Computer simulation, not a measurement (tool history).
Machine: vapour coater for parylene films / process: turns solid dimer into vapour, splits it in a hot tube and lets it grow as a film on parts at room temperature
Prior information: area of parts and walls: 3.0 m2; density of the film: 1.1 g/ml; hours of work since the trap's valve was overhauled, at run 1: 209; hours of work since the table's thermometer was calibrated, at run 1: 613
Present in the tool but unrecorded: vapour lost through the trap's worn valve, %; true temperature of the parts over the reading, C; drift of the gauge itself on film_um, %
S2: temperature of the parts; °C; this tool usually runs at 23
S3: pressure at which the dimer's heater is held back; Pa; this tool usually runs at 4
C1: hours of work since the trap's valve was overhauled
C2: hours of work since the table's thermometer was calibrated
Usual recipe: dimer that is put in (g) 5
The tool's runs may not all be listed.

Run 1, hour 0: usual settings; C1 209; C2 613. Result: thickness of the film (µm) 0.7.
At hour 58.8: trap's valve overhauled.
Run 2, hour 59.1: usual settings; C1 0; C2 637. Result: thickness of the film (µm) 0.82.
Run 3, hour 109.3: usual settings; C1 22; C2 659. Result: thickness of the film (µm) 0.82.
Run 4, hour 136.1: usual settings; C1 34; C2 670. Result: thickness of the film (µm) 0.81.
Run 5, hour 161.7: usual settings; C1 45; C2 681. Result: thickness of the film (µm) 0.81.
Run 6, hour 218.3: usual settings; C1 70; C2 706. Result: thickness of the film (µm) 0.78.
Run 7, hour 271: usual settings; C1 93; C2 729. Result: thickness of the film (µm) 0.76.
Run 8, hour 306.8: usual settings but S2 17 °C; C1 108; C2 745. Result: thickness of the film (µm) 0.93.
Run 9, hour 351.7: usual settings but S2 17 °C; C1 128; C2 764. Result: thickness of the film (µm) 0.89.
Run 10, hour 380: usual settings but S2 17 °C; C1 140; C2 777. Result: thickness of the film (µm) 0.88.
Run 11, hour 436.7: usual settings but S2 17 °C; C1 165; C2 801. Result: thickness of the film (µm) 0.87.
Run 12, hour 469.4: usual settings but S2 17 °C; C1 179; C2 816. Result: thickness of the film (µm) 0.87.
Run 13, hour 526.3: usual settings but S2 27 °C; C1 204; C2 840. Result: thickness of the film (µm) 0.64.
Run 14, hour 582.4: usual settings but S2 27 °C; C1 228; C2 865. Result: thickness of the film (µm) 0.63.
At hour 596.5: trap's valve overhauled.
Run 15, hour 644.2: usual settings but S2 27 °C; C1 21; C2 890. Result: thickness of the film (µm) 0.72.
Run 16, hour 671.6: usual settings; C1 33; C2 902. Result: thickness of the film (µm) 0.79.
Run 17, hour 701.6: usual settings; C1 46; C2 915. Result: thickness of the film (µm) 0.78.
Run 18, hour 724.8: usual settings; C1 56; C2 925. Result: thickness of the film (µm) 0.79.
Run 19, hour 766.6: usual settings; C1 74; C2 943. Result: thickness of the film (µm) 0.78.
Run 20, hour 802.1: usual settings; C1 90; C2 959. Result: thickness of the film (µm) 0.78.
Run 21, hour 832.8: usual settings; C1 103; C2 972. Result: thickness of the film (µm) 0.77.
Run 22, hour 877.1: usual settings but dimer that is put in (g) 4; C1 122; C2 992. Result: thickness of the film (µm) 0.61.
Run 23, hour 933.4: usual settings but dimer that is put in (g) 3; C1 147; C2 1016. Result: thickness of the film (µm) 0.45.
Run 24, hour 981: usual settings but dimer that is put in (g) 3; C1 168; C2 1037. Result: thickness of the film (µm) 0.44.
At hour 985.5: table's thermometer calibrated.
Run 25, hour 1035.5: usual settings; C1 191; C2 22. Result: thickness of the film (µm) 0.72.
Run 26, hour 1088.1: usual settings but dimer that is put in (g) 6, S3 2.54 Pa; C1 214; C2 45. Result: thickness of the film (µm) 0.94.
At hour 1135.9: trap's valve overhauled.
Run 27, hour 1142.4: usual settings but dimer that is put in (g) 6, S3 2.54 Pa; C1 3; C2 67. Result: thickness of the film (µm) 1.1.
Run 28, hour 1187.4: usual settings but dimer that is put in (g) 6, S3 2.54 Pa; C1 22; C2 86. Result: thickness of the film (µm) 1.08.
Run 29, hour 1239.1: usual settings but dimer that is put in (g) 8, S2 18 °C, S3 7.5 Pa; C1 45; C2 109. Result: thickness of the film (µm) 1.27.
Run 30, hour 1267.3: usual settings but dimer that is put in (g) 8, S3 7.5 Pa; C1 57; C2 121. Result: thickness of the film (µm) 1.09.
Run 31, hour 1323.9: usual settings but dimer that is put in (g) 8, S2 16 °C, S3 6.14 Pa; C1 82; C2 146. Result: thickness of the film (µm) 1.37.
Run 32, hour 1359: usual settings but dimer that is put in (g) 2, S2 16 °C, S3 2.38 Pa; C1 97; C2 161. Result: thickness of the film (µm) 0.41.
Run 33, hour 1407.1: usual settings but dimer that is put in (g) 4, S2 15 °C, S3 2.67 Pa; C1 118; C2 182. Result: thickness of the film (µm) 0.85.
Run 34, hour 1442.3: usual settings but S2 15 °C, S3 4.26 Pa; C1 134; C2 197. Result: thickness of the film (µm) 0.93.
Run 35, hour 1478: usual settings but S2 15 °C, S3 4.26 Pa; C1 149; C2 213. Result: thickness of the film (µm) 0.92.
Run 36, hour 1504.4: usual settings but dimer that is put in (g) 6, S2 15 °C, S3 4.26 Pa; C1 161; C2 224. Result: thickness of the film (µm) 1.11.
Run 37, hour 1559.7: usual settings but dimer that is put in (g) 6, S2 15 °C, S3 4.26 Pa; C1 185; C2 249. Result: thickness of the film (µm) 1.08.
Run 38, hour 1588.5: usual settings but S2 15 °C, S3 5.34 Pa; C1 197; C2 261. Result: thickness of the film (µm) 0.85.
Run 39, hour 1644.3: usual settings but dimer that is put in (g) 3, S2 22 °C, S3 5.29 Pa; C1 222; C2 285. Result: thickness of the film (µm) 0.41.
At hour 1674.2: trap's valve overhauled.
Run 40, hour 1698.5: usual settings but dimer that is put in (g) 3, S2 22 °C, S3 5.29 Pa; C1 11; C2 307. Result: thickness of the film (µm) 0.46.
Run 41, hour 1754.8: usual settings but dimer that is put in (g) 2, S2 22 °C; C1 35; C2 332. Result: thickness of the film (µm) 0.32.
Run 42, hour 1785.6: usual settings but dimer that is put in (g) 2, S2 22 °C; C1 49; C2 345. Result: thickness of the film (µm) 0.33.
Run 43, hour 1831.9: usual settings but dimer that is put in (g) 2, S2 22 °C; C1 69; C2 365. Result: thickness of the film (µm) 0.31.
Run 44, hour 1889.4: usual settings but S2 21 °C; C1 94; C2 391. Result: thickness of the film (µm) 0.8.
Run 45, hour 1940.5: usual settings but S2 21 °C; C1 116; C2 413. Result: thickness of the film (µm) 0.8.
Run 46, hour 1971.1: usual settings but dimer that is put in (g) 3, S3 6.65 Pa; C1 129; C2 426. Result: thickness of the film (µm) 0.39.
Run 47, hour 2011.3: usual settings but dimer that is put in (g) 8, S2 18 °C, S3 5.13 Pa; C1 147; C2 444. Result: thickness of the film (µm) 1.29.
Run 48, hour 2036.8: usual settings but S2 29 °C, S3 2.03 Pa; C1 158; C2 455. Result: thickness of the film (µm) 0.71.

3 options for the next run, each taken on its own from the tool as it stands now. Forecast them:
Run A, hour 2066.1: usual settings but dimer that is put in (g) 7, S3 11.35 Pa; C1 171; C2 468. Result: thickness of the film (µm) ?.
Run B, hour 2066.1: usual settings but dimer that is put in (g) 4, S2 22 °C, S3 7.36 Pa; C1 171; C2 468. Result: thickness of the film (µm) ?.
Run C, hour 2066.1: usual settings but dimer that is put in (g) 8, S3 6.73 Pa; C1 171; C2 468. Result: thickness of the film (µm) ?.

run  thickness of the film (µm)
  A                        0.79
  B                        0.52
  C                        1.03
Had the tool no hidden state, the same runs would have come out as:
run  thickness of the film (µm)
  A                        0.89
  B                        0.59
  C                        1.16
